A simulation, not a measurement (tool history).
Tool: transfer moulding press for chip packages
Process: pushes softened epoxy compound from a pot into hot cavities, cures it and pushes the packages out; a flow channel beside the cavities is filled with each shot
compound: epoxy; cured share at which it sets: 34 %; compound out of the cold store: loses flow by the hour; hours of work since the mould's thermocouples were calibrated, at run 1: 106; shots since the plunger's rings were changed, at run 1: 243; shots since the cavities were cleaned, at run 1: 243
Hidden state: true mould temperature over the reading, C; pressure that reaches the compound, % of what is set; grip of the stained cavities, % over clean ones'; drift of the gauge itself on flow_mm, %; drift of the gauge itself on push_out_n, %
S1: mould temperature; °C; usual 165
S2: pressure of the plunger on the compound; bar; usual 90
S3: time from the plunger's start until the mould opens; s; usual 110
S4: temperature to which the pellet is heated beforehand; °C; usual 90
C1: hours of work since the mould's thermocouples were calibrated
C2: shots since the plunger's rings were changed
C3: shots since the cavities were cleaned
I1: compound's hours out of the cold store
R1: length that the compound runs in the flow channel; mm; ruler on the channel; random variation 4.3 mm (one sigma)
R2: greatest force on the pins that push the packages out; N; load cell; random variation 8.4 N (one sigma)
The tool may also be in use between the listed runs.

run 1 hour=0 | S1=165 S2=90 S3=110 S4=90 | C1=106 C2=243 C3=243 | I1=33.3 | R1=814 R2=499
run 2 hour=24.7 | S1=165 S2=90 S3=110 S4=90 | C1=121 C2=481 C3=481 | I1=14.6 | R1=861 R2=545
-- hour=45.7 cavities cleaned with cleaning compound and waxed
run 3 hour=63.8 | S1=165 S2=90 S3=110 S4=90 | C1=143 C2=842 C3=174 | I1=36.5 | R1=796 R2=428
run 4 hour=101.4 | S1=165 S2=90 S3=110 S4=90 | C1=165 C2=1204 C3=536 | I1=8.3 | R1=869 R2=551
-- hour=115.3 cavities cleaned with cleaning compound and waxed
run 5 hour=128.2 | S1=165 S2=90 S3=110 S4=90 | C1=180 C2=1447 C3=124 | I1=27 | R1=816 R2=423
run 6 hour=158.8 | S1=165 S2=90 S3=110 S4=90 | C1=198 C2=1741 C3=418 | I1=38 | R1=777 R2=488
run 7 hour=181.6 | S1=165 S2=90 S3=101 S4=90 | C1=211 C2=1960 C3=637 | I1=27.8 | R1=803 R2=590
-- hour=185.3 cavities cleaned with cleaning compound and waxed
run 8 hour=199.8 | S1=165 S2=90 S3=110 S4=90 | C1=221 C2=2120 C3=138 | I1=40.7 | R1=774 R2=420
run 9 hour=231.6 | S1=165 S2=90 S3=110 S4=90 | C1=240 C2=2426 C3=444 | I1=22.2 | R1=824 R2=512
-- hour=256.6 cavities cleaned with cleaning compound and waxed
run 10 hour=268.4 | S1=165 S2=90 S3=110 S4=92 | C1=261 C2=2765 C3=113 | I1=8.6 | R1=854 R2=423
run 11 hour=292.9 | S1=165 S2=90 S3=110 S4=90 | C1=275 C2=3001 C3=349 | I1=16.4 | R1=831 R2=490
run 12 hour=312.1 | S1=165 S2=90 S3=110 S4=90 | C1=286 C2=3185 C3=533 | I1=16.4 | R1=838 R2=524
-- hour=327.8 cavities cleaned with cleaning compound and waxed
run 13 hour=337.5 | S1=165 S2=90 S3=110 S4=90 | C1=301 C2=3415 C3=93 | I1=9.2 | R1=849 R2=427
run 14 hour=354.4 | S1=159 S2=69.6 S3=145 S4=99 | C1=310 C2=3577 C3=255 | I1=45.6 | R1=676 R2=458
run 15 hour=382.1 | S1=159 S2=76.4 S3=145 S4=99 | C1=327 C2=3843 C3=521 | I1=13.9 | R1=803 R2=517
-- hour=398.5 cavities cleaned with cleaning compound and waxed
run 16 hour=400.3 | S1=159 S2=76.4 S3=145 S4=99 | C1=337 C2=4004 C3=17 | I1=22.8 | R1=774 R2=371
run 17 hour=439.3 | S1=159 S2=73.6 S3=145 S4=98 | C1=360 C2=4379 C3=392 | I1=30.1 | R1=734 R2=488
run 18 hour=464.4 | S1=159 S2=73.6 S3=140 S4=86 | C1=374 C2=4620 C3=633 | I1=25.9 | R1=745 R2=546
-- hour=468.3 cavities cleaned with cleaning compound and waxed
run 19 hour=487.9 | S1=173 S2=73.6 S3=103 S4=86 | C1=387 C2=4832 C3=188 | I1=23.6 | R1=704 R2=408
run 20 hour=511 | S1=173 S2=73.6 S3=103 S4=86 | C1=401 C2=5053 C3=409 | I1=40.6 | R1=657 R2=480
-- hour=540.6 cavities cleaned with cleaning compound and waxed
run 21 hour=551.6 | S1=169 S2=77.1 S3=121 S4=94 | C1=424 C2=5430 C3=106 | I1=42.4 | R1=682 R2=394
run 22 hour=579.6 | S1=169 S2=77.1 S3=121 S4=94 | C1=440 C2=5699 C3=375 | I1=23.2 | R1=724 R2=471
run 23 hour=595.9 | S1=169 S2=77.1 S3=121 S4=94 | C1=450 C2=5855 C3=531 | I1=19.7 | R1=730 R2=487
-- hour=612.4 cavities cleaned with cleaning compound and waxed
run 24 hour=613.6 | S1=169 S2=77.1 S3=121 S4=94 | C1=460 C2=6011 C3=11 | I1=12.6 | R1=757 R2=356
run 25 hour=650.7 | S1=168 S2=101.2 S3=121 S4=94 | C1=481 C2=6368 C3=368 | I1=12.1 | R1=871 R2=448

The same runs without the tool's hidden state, with the same run-to-run variation:
run=1 R1=815 R2=392
run=2 R1=864 R2=383
run=3 R1=801 R2=359
run=4 R1=877 R2=386
run=5 R1=825 R2=378
run=6 R1=786 R2=365
run=7 R1=814 R2=406
run=8 R1=786 R2=365
run=9 R1=838 R2=373
run=10 R1=872 R2=378
run=11 R1=850 R2=374
run=12 R1=858 R2=370
run=13 R1=870 R2=382
run=14 R1=694 R2=363
run=15 R1=826 R2=362
run=16 R1=797 R2=362
run=17 R1=758 R2=365
run=18 R1=771 R2=372
run=19 R1=730 R2=348
run=20 R1=682 R2=357
run=21 R1=710 R2=350
run=22 R1=755 R2=347
run=23 R1=763 R2=340
run=24 R1=792 R2=347
run=25 R1=914 R2=342
